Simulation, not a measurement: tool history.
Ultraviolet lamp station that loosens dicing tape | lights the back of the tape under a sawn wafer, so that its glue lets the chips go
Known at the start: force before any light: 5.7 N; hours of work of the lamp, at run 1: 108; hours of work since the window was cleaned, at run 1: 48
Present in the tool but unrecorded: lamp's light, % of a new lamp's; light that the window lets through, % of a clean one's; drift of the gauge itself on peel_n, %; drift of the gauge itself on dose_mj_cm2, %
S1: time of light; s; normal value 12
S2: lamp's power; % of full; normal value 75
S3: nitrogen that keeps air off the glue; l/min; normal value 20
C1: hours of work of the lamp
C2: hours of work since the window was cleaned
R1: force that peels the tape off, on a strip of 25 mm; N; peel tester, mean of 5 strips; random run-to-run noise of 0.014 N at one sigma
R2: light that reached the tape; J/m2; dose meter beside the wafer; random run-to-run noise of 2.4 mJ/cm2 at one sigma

Run 1, hour 0: usual settings; C1 108; C2 48. Result: R1 0.684 N, R2 2550 J/m2.
Run 2, hour 16.2: usual settings; C1 116; C2 56. Result: R1 0.671 N, R2 2570 J/m2.
Run 3, hour 34.6: usual settings but S1 18 s; C1 125; C2 65. Result: R1 0.266 N, R2 3840 J/m2.
Run 4, hour 55.1: usual settings but S1 18 s; C1 135; C2 75. Result: R1 0.269 N, R2 3830 J/m2.
Run 5, hour 72.1: usual settings but S1 18 s; C1 143; C2 84. Result: R1 0.265 N, R2 3790 J/m2.
Run 6, hour 94: usual settings but S3 19 l/min; C1 154; C2 95. Result: R1 0.722 N, R2 2580 J/m2.
Run 7, hour 104.6: usual settings but S3 19 l/min; C1 159; C2 100. Result: R1 0.714 N, R2 2560 J/m2.
Run 8, hour 121.8: usual settings but S1 8 s, S3 19 l/min; C1 168; C2 108. Result: R1 1.418 N, R2 1710 J/m2.
Run 9, hour 134: usual settings but S3 29 l/min; C1 174; C2 114. Result: R1 0.501 N, R2 2570 J/m2.
Run 10, hour 146.5: usual settings; C1 180; C2 121. Result: R1 0.686 N, R2 2540 J/m2.
Run 11, hour 156.4: usual settings but S1 9 s; C1 185; C2 126. Result: R1 1.126 N, R2 1930 J/m2.
Run 12, hour 174.8: usual settings but S2 64 % of full; C1 194; C2 135. Result: R1 0.928 N, R2 2180 J/m2.
Run 13, hour 184.8: usual settings but S1 24 s, S2 77 % of full, S3 18 l/min; C1 199; C2 140. Result: R1 0.141 N, R2 5260 J/m2.
Run 14, hour 199: usual settings but S1 9 s, S2 77 % of full, S3 18 l/min; C1 206; C2 147. Result: R1 1.143 N, R2 1980 J/m2.
Run 15, hour 222.3: usual settings but S1 8 s, S2 78 % of full, S3 36 l/min; C1 218; C2 158. Result: R1 0.906 N, R2 1800 J/m2.
Run 16, hour 235.8: usual settings but S1 8 s, S2 93 % of full, S3 9 l/min; C1 224; C2 165. Result: R1 1.506 N, R2 2070 J/m2.
Run 17, hour 259.8: usual settings but S1 7 s, S3 40 l/min; C1 236; C2 177. Result: R1 1.126 N, R2 1490 J/m2.
Run 18, hour 275.6: usual settings but S1 14 s, S2 100 % of full; C1 244; C2 185. Result: R1 0.248 N, R2 3950 J/m2.
Run 19, hour 288.7: usual settings but S1 14 s, S2 91 % of full, S3 6 l/min; C1 251; C2 191. Result: R1 0.967 N, R2 3650 J/m2.
Run 20, hour 309.4: usual settings but S1 24 s, S2 76 % of full, S3 8 l/min; C1 261; C2 201. Result: R1 0.334 N, R2 5200 J/m2.
Run 21, hour 322.2: usual settings but S3 10 l/min; C1 267; C2 208. Result: R1 1.168 N, R2 2580 J/m2.

Predict each of these 5 candidate next runs independently; none follows another, all start after run 21:
Run A, hour 342.1: usual settings but S2 91 % of full, S3 35 l/min; C1 277; C2 218. Result: R1 ?, R2 ?.
Run B, hour 342.1: usual settings but S1 8 s, S2 70 % of full, S3 12 l/min; C1 277; C2 218. Result: R1 ?, R2 ?.
Run C, hour 342.1: usual settings but S2 93 % of full; C1 277; C2 218. Result: R1 ?, R2 ?.
Run D, hour 342.1: usual settings but S1 20 s, S3 25 l/min; C1 277; C2 218. Result: R1 ?, R2 ?.
Run E, hour 342.1: usual settings but S1 6 s, S3 10 l/min; C1 277; C2 218. Result: R1 ?, R2 ?.

run     R1    R2
  A   0.27  3100
  B   1.94  1590
  C  0.418  3180
  D  0.161  4240
  E  2.558  1280
Without the tool's unlogged condition, the same runs would have read:
run     R1    R2
  A   0.27  3110
  B  1.938  1590
  C  0.417  3190
  D  0.161  4250
  E  2.556  1290
